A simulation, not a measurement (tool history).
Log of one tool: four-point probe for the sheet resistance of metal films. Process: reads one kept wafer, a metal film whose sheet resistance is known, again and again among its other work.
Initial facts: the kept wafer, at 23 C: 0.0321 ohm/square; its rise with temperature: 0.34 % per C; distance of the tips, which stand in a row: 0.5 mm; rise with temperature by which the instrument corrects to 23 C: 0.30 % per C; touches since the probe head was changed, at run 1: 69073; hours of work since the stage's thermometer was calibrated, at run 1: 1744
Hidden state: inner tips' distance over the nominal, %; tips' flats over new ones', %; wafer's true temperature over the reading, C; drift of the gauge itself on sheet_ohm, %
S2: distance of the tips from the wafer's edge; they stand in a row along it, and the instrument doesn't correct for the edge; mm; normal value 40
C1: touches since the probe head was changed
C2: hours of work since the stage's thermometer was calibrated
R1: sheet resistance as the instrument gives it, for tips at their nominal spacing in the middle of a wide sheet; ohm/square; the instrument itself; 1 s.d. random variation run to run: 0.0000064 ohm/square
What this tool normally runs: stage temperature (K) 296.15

Run 1, hour 0: usual settings; C1 69073; C2 1744. Result: R1 0.032026 ohm/square.
Run 2, hour 28.7: usual settings; C1 70670; C2 1765. Result: R1 0.032013 ohm/square.
Run 3, hour 84.7: usual settings; C1 73791; C2 1805. Result: R1 0.032021 ohm/square.
Run 4, hour 124.8: usual settings; C1 76024; C2 1834. Result: R1 0.032012 ohm/square.
Run 5, hour 152.5: usual settings; C1 77572; C2 1855. Result: R1 0.032012 ohm/square.
Run 6, hour 180.2: usual settings; C1 79115; C2 1875. Result: R1 0.032007 ohm/square.
Run 7, hour 220.2: usual settings but S2 14 mm; C1 81344; C2 1904. Result: R1 0.032019 ohm/square.
Run 8, hour 261.8: usual settings but S2 14 mm; C1 83661; C2 1934. Result: R1 0.032016 ohm/square.
Run 9, hour 291: usual settings but S2 14 mm; C1 85289; C2 1955. Result: R1 0.032017 ohm/square.
Run 10, hour 339.5: usual settings but S2 14 mm; C1 87987; C2 1991. Result: R1 0.03202 ohm/square.
Run 11, hour 369.6: usual settings but S2 14 mm; C1 89663; C2 2013. Result: R1 0.032013 ohm/square.
Run 12, hour 413.8: usual settings but S2 14 mm; C1 92129; C2 2045. Result: R1 0.031999 ohm/square.
Run 13, hour 469.8: usual settings but S2 62 mm; C1 95249; C2 2086. Result: R1 0.031982 ohm/square.
Run 14, hour 501.1: usual settings but S2 62 mm; C1 96994; C2 2108. Result: R1 0.031969 ohm/square.
Run 15, hour 544.6: usual settings but stage temperature (K) 301.15; C1 99418; C2 2140. Result: R1 0.032028 ohm/square.
Run 16, hour 596.1: usual settings but stage temperature (K) 301.15; C1 102283; C2 2177. Result: R1 0.032013 ohm/square.
Run 17, hour 625.9: usual settings but stage temperature (K) 301.15; C1 103945; C2 2199. Result: R1 0.032015 ohm/square.
Run 18, hour 657.4: usual settings but S2 4 mm; C1 105698; C2 2222. Result: R1 0.03223 ohm/square.
Run 19, hour 716.3: usual settings but stage temperature (K) 295.15, S2 7 mm; C1 108979; C2 2265. Result: R1 0.032034 ohm/square.
At hour 722.1: stage's thermometer calibrated.
Run 20, hour 762.8: usual settings but stage temperature (K) 298.15, S2 71 mm; C1 111543; C2 30. Result: R1 0.031949 ohm/square.
Run 21, hour 792.3: usual settings but S2 74 mm; C1 113189; C2 51. Result: R1 0.031914 ohm/square.
Run 22, hour 843.7: usual settings but S2 3 mm; C1 116055; C2 88. Result: R1 0.032389 ohm/square.
Run 23, hour 890.9: usual settings but S2 3 mm; C1 118680; C2 123. Result: R1 0.032388 ohm/square.
At hour 909.2: stage's thermometer calibrated, once more.
Run 24, hour 933.8: usual settings but stage temperature (K) 299.15, S2 7 mm; C1 121045; C2 18. Result: R1 0.032129 ohm/square.
Run 25, hour 967.6: usual settings but stage temperature (K) 291.15, S2 8 mm; C1 122929; C2 43. Result: R1 0.032017 ohm/square.
Run 26, hour 1026.7: usual settings but stage temperature (K) 291.15, S2 8 mm; C1 126219; C2 85. Result: R1 0.032014 ohm/square.
Run 27, hour 1085.7: usual settings but stage temperature (K) 307.15, S2 3 mm; C1 129510; C2 128. Result: R1 0.032593 ohm/square.
Run 28, hour 1115.6: usual settings but stage temperature (K) 294.15, S2 7 mm; C1 131173; C2 150. Result: R1 0.032055 ohm/square.
Run 29, hour 1167.8: usual settings but stage temperature (K) 294.15, S2 4 mm; C1 134084; C2 188. Result: R1 0.032228 ohm/square.
Run 30, hour 1209.3: usual settings but stage temperature (K) 294.15, S2 4 mm; C1 136396; C2 218. Result: R1 0.032229 ohm/square.
Run 31, hour 1250.5: usual settings but stage temperature (K) 293.15, S2 11 mm; C1 138689; C2 248. Result: R1 0.031974 ohm/square.
Run 32, hour 1285.2: usual settings but stage temperature (K) 306.15, S2 5 mm; C1 140621; C2 274. Result: R1 0.032251 ohm/square.

Take each entry between the runs: how does the hidden state at the last listed run before it differ from the hidden state at the first listed run after it?
Logged between run 19 and run 20: stage's thermometer calibrated (hour 722.1)
  inner tips' distance over the nominal, %: -0.2 -> -0.209; wafer's true temperature over the reading, C: -0.69 -> -0.99
  difference, measured minus the result without the unlogged condition, R1: -0.000145 -> -0.00018 ohm/square
Logged between run 23 and run 24: stage's thermometer calibrated, once more (hour 909.2)
  inner tips' distance over the nominal, %: -0.233 -> -0.241; tips' flats over new ones', %: 33 -> 34; wafer's true temperature over the reading, C: -1.02 -> -0.06
  difference, measured minus the result without the unlogged condition, R1: -0.000196 -> -0.00009 ohm/square
